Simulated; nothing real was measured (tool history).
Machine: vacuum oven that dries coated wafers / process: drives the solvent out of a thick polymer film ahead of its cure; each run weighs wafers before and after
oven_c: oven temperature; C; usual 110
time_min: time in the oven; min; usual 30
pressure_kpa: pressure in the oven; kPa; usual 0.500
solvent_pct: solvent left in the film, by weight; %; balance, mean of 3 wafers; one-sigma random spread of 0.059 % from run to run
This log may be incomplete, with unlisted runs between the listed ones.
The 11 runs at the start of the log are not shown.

run     day  oven_c  time_min  pressure_kpa  solvent_pct
 12  35.846     110        21         0.500         5.28
 13  39.646     110        21         0.500         5.21
 14  42.725     110        21         0.348         5.28
 15  44.725     110        21         0.348         5.31
 16  47.221     110        21         0.348         5.34
 17  51.642     110        21         0.348         5.37
 18  56.254     110        21         0.348         5.28
 19  58.450     110        21         0.348         5.27
 20  60.754     110        21         0.348         5.33
 21  63.346     110        21         0.348         5.34
 22  67.762     113        30         0.530         3.14
     70.762  -- vacuum gauge cleaned of residue and calibrated
 23  72.171     121        50         0.739         0.50
 24  76.258     121        50         0.739         0.37
 25  80.883     101        38         0.266         5.11
 26  82.983     101        38         0.266         5.19

Run 27 is up next; what results do you expect?
 27  85.983     101        18         0.649            ?

{"run 27": {"solvent_pct": 8.31}}
The same run, on a tool lacking any hidden state, would have yielded solvent_pct 7.93 %.
